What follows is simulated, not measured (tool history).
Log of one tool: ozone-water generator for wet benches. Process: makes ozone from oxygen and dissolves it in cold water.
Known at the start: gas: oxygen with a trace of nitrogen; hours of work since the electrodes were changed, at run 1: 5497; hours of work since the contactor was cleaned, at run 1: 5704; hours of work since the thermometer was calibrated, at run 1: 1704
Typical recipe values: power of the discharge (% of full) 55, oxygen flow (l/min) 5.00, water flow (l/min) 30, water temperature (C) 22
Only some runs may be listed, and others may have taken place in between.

| run | day | power of the discharge (% of full) | oxygen flow (l/min) | water flow (l/min) | water temperature (C) | hours of work since the electrodes were changed | hours of work since the contactor was cleaned | hours of work since the thermometer was calibrated | dissolved ozone (ppm) | ozone in the gas ahead of the water (g/m3) |
|---|---|---|---|---|---|---|---|---|---|---|
| 1 | 0.000 | 55 | 5.00 | 30 | 22 | 5497 | 5704 | 1704 | 11.5 | 136.1 |
| 2 | 4.446 | 55 | 5.00 | 30 | 22 | 5583 | 5789 | 1789 | 11.7 | 136.1 |
| 3 | 11.325 | 55 | 5.00 | 30 | 22 | 5715 | 5921 | 1922 | 11.6 | 136.7 |
| 4 | 15.608 | 55 | 5.57 | 30 | 22 | 5797 | 6004 | 2004 | 11.9 | 130.1 |
|  | 19.221 | contactor cleaned |
| 5 | 22.021 | 55 | 2.75 | 30 | 22 | 5917 | 54 | 2124 | 9.8 | 166.2 |
| 6 | 26.633 | 55 | 2.75 | 30 | 22 | 6006 | 143 | 2213 | 9.8 | 166.3 |
| 7 | 32.742 | 55 | 2.75 | 30 | 22 | 6123 | 260 | 2330 | 9.7 | 166.0 |
| 8 | 37.379 | 55 | 2.75 | 30 | 22 | 6213 | 349 | 2419 | 9.6 | 164.3 |
| 9 | 41.229 | 55 | 5.00 | 30 | 22 | 6287 | 423 | 2493 | 12.1 | 133.5 |
| 10 | 48.700 | 55 | 5.00 | 30 | 22 | 6430 | 567 | 2637 | 11.7 | 132.7 |
| 11 | 53.454 | 55 | 5.00 | 30 | 30 | 6522 | 658 | 2728 | 10.6 | 132.2 |
| 12 | 59.704 | 55 | 3.08 | 30 | 22 | 6642 | 779 | 2849 | 9.9 | 157.6 |
| 13 | 66.438 | 55 | 3.08 | 34 | 22 | 6771 | 908 | 2978 | 9.0 | 156.5 |
| 14 | 69.683 | 55 | 3.08 | 34 | 16 | 6834 | 970 | 3041 | 9.3 | 156.7 |
| 15 | 76.317 | 55 | 5.97 | 34 | 16 | 6961 | 1098 | 3168 | 11.8 | 124.3 |
|  | 79.712 | water thermometer calibrated |
| 16 | 79.712 | 55 | 4.98 | 30 | 22 | 7026 | 1163 | 0 | 11.4 | 129.8 |
| 17 | 83.117 | 55 | 4.98 | 30 | 22 | 7092 | 1228 | 65 | 11.7 | 129.8 |
| 18 | 89.408 | 55 | 4.98 | 30 | 22 | 7213 | 1349 | 186 | 11.5 | 131.4 |
| 19 | 96.729 | 55 | 4.98 | 30 | 22 | 7353 | 1490 | 327 | 11.7 | 130.1 |
| 20 | 101.929 | 56 | 8.67 | 19 | 19 | 7453 | 1590 | 427 | 18.0 | 109.8 |
| 21 | 106.583 | 56 | 8.67 | 19 | 19 | 7543 | 1680 | 517 | 17.7 | 107.7 |
| 22 | 111.525 | 56 | 8.67 | 19 | 19 | 7638 | 1775 | 612 | 17.9 | 106.8 |
| 23 | 117.596 | 41 | 8.67 | 19 | 19 | 7755 | 1891 | 728 | 14.4 | 88.4 |
| 24 | 125.071 | 73 | 3.01 | 36 | 25 | 7898 | 2035 | 872 | 9.4 | 183.1 |
| 25 | 130.158 | 42 | 3.01 | 47 | 25 | 7996 | 2133 | 970 | 5.1 | 128.7 |
| 26 | 134.954 | 59 | 5.00 | 30 | 16 | 8088 | 2225 | 1062 | 12.5 | 133.4 |
| 27 | 139.871 | 55 | 5.00 | 39 | 16 | 8183 | 2320 | 1157 | 9.5 | 127.1 |
| 28 | 147.125 | 55 | 5.00 | 39 | 16 | 8322 | 2459 | 1296 | 9.4 | 124.7 |
| 29 | 152.046 | 55 | 5.00 | 39 | 16 | 8417 | 2554 | 1391 | 9.4 | 126.7 |
| 30 | 157.583 | 49 | 5.00 | 22 | 18 | 8524 | 2660 | 1497 | 13.7 | 116.4 |
| 31 | 163.325 | 49 | 5.00 | 22 | 18 | 8634 | 2771 | 1608 | 13.5 | 115.9 |
| 32 | 166.883 | 49 | 5.00 | 22 | 18 | 8702 | 2839 | 1676 | 13.6 | 117.2 |
| 33 | 173.392 | 65 | 4.35 | 29 | 16 | 8828 | 2964 | 1801 | 12.8 | 145.8 |
| 34 | 181.283 | 57 | 3.14 | 22 | 23 | 8979 | 3116 | 1953 | 12.1 | 149.9 |

Hidden state or all else? Some run-to-run changes of dissolved ozone (ppm), split into what the settings, what came in and random variation would give without the hidden state, and what is left for the hidden state (with any gauge scatter that isn't in both results):
Hidden conditions of the tool in this case: yield of the discharge, % of new electrodes'; contactor's efficiency, % of a clean one's; true water temperature over the reading, C; drift of the gauge itself on ozone_ppm, %; drift of the gauge itself on gas_g_m3, %.
Run 19 -> 20: power of the discharge (% of full) 55 -> 56, oxygen flow (l/min) 4.98 -> 8.67, water flow (l/min) 30 -> 19, water temperature (C) 22 -> 19. dissolved ozone (ppm) +6.3: hidden state -1.4, all else +7.7.
Run 23 -> 24: power of the discharge (% of full) 41 -> 73, oxygen flow (l/min) 8.67 -> 3.01, water flow (l/min) 19 -> 36, water temperature (C) 19 -> 25. dissolved ozone (ppm) -5.0: hidden state -0.3, all else -4.7.
Run 24 -> 25: power of the discharge (% of full) 73 -> 42, water flow (l/min) 36 -> 47. dissolved ozone (ppm) -4.3: hidden state +1.6, all else -5.9.
Run 25 -> 26: power of the discharge (% of full) 42 -> 59, oxygen flow (l/min) 3.01 -> 5.00, water flow (l/min) 47 -> 30, water temperature (C) 25 -> 16. dissolved ozone (ppm) +7.4: hidden state -1.9, all else +9.3.

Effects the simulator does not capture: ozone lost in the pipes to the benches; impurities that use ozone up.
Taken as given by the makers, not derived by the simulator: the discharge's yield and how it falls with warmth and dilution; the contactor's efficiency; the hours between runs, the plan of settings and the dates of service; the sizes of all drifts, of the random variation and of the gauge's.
